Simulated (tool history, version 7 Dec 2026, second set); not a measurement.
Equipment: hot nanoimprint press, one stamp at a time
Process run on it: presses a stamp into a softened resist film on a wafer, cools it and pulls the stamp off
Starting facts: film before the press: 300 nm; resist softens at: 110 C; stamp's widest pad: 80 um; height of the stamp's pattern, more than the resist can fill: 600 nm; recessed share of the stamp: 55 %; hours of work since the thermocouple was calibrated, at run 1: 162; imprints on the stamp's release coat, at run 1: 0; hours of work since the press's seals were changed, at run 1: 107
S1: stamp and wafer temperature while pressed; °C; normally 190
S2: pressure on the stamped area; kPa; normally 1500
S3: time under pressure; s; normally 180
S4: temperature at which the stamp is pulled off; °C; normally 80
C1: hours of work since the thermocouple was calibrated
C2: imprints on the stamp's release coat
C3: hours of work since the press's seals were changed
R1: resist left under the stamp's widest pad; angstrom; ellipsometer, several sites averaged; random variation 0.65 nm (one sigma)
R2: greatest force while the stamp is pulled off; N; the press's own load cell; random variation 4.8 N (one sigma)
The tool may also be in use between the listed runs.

| run | day | S1 | S2 | S3 | S4 | C1 | C2 | C3 | R1 | R2 |
|---|---|---|---|---|---|---|---|---|---|---|
| 1 | 0.000 | 190 | 1500 | 180 | 80 | 162 | 0 | 107 | 1246 | 240 |
| 2 | 1.283 | 190 | 1500 | 180 | 80 | 176 | 105 | 121 | 1269 | 235 |
| 3 | 2.696 | 190 | 1500 | 180 | 80 | 192 | 220 | 137 | 1258 | 243 |
| 4 | 4.783 | 190 | 1500 | 180 | 80 | 215 | 390 | 160 | 1259 | 256 |
| 5 | 6.233 | 190 | 1500 | 180 | 80 | 232 | 508 | 176 | 1262 | 256 |
| 6 | 7.912 | 190 | 1500 | 180 | 80 | 250 | 645 | 195 | 1252 | 270 |
|  | 10.192 | stamp cleaned and given a new release coat |
| 7 | 10.283 | 190 | 1500 | 180 | 80 | 274 | 7 | 219 | 1268 | 242 |
| 8 | 11.471 | 183 | 1500 | 180 | 80 | 287 | 104 | 232 | 1558 | 239 |
| 9 | 14.238 | 190 | 1500 | 180 | 80 | 318 | 330 | 263 | 1269 | 250 |
| 10 | 15.771 | 190 | 1500 | 180 | 80 | 335 | 455 | 280 | 1288 | 251 |
| 11 | 17.992 | 190 | 1500 | 180 | 80 | 360 | 636 | 305 | 1269 | 272 |
| 12 | 19.567 | 190 | 1500 | 180 | 80 | 377 | 764 | 322 | 1269 | 277 |
|  | 20.592 | stamp cleaned and given a new release coat |
| 13 | 22.692 | 190 | 1500 | 180 | 80 | 410 | 172 | 354 | 1281 | 239 |
| 14 | 24.271 | 190 | 1500 | 180 | 80 | 427 | 301 | 372 | 1289 | 264 |
| 15 | 25.933 | 190 | 1500 | 180 | 80 | 446 | 436 | 390 | 1291 | 271 |
| 16 | 27.171 | 190 | 1500 | 180 | 78 | 459 | 537 | 404 | 1292 | 278 |
| 17 | 29.200 | 190 | 1500 | 180 | 78 | 482 | 703 | 427 | 1288 | 274 |
|  | 29.729 | plate thermocouple calibrated |
|  | 31.058 | stamp cleaned and given a new release coat |
| 18 | 31.638 | 183 | 1680 | 180 | 80 | 19 | 47 | 450 | 1479 | 228 |
| 19 | 34.475 | 190 | 1500 | 108 | 80 | 50 | 278 | 482 | 1530 | 238 |
| 20 | 37.300 | 190 | 1150 | 103 | 80 | 82 | 509 | 513 | 1718 | 251 |
|  | 38.092 | press's hydraulic seals changed and the load cell set to zero |
| 21 | 40.325 | 188 | 900 | 162 | 68 | 112 | 728 | 25 | 1697 | 348 |
|  | 41.775 | stamp cleaned and given a new release coat |
| 22 | 41.975 | 192 | 1450 | 190 | 85 | 127 | 16 | 40 | 1177 | 214 |
| 23 | 44.062 | 192 | 1450 | 190 | 85 | 151 | 187 | 64 | 1192 | 213 |
| 24 | 45.842 | 195 | 1320 | 190 | 83 | 170 | 332 | 84 | 1130 | 238 |
| 25 | 48.275 | 199 | 1320 | 183 | 83 | 198 | 530 | 111 | 1037 | 246 |
| 26 | 49.654 | 200 | 1730 | 309 | 74 | 213 | 643 | 126 | 694 | 298 |
|  | 52.012 | stamp cleaned and given a new release coat |
| 27 | 52.125 | 187 | 1780 | 197 | 80 | 238 | 9 | 151 | 1236 | 243 |
| 28 | 53.804 | 190 | 1780 | 136 | 77 | 256 | 146 | 170 | 1310 | 266 |
| 29 | 55.892 | 197 | 2220 | 354 | 80 | 280 | 316 | 193 | 642 | 244 |

What if the next run were any one of these 4? Each begins from the tool's condition after run 29:
| A | 57.304 | 178 | 1330 | 271 | 80 | 295 | 431 | 209 | ? | ? |
| B | 57.304 | 181 | 1500 | 180 | 80 | 295 | 431 | 209 | ? | ? |
| C | 57.304 | 180 | 1080 | 354 | 80 | 295 | 431 | 209 | ? | ? |
| D | 57.304 | 188 | 2220 | 354 | 80 | 295 | 431 | 209 | ? | ? |

| run | R1 | R2 |
|---|---|---|
| A | 1637 | 252 |
| B | 1646 | 251 |
| C | 1551 | 261 |
| D | 846 | 272 |
Stripped of hidden state, with their random variation kept, the same runs would have yielded:
| run | R1 | R2 |
|---|---|---|
| A | 1603 | 232 |
| B | 1612 | 231 |
| C | 1519 | 240 |
| D | 823 | 251 |
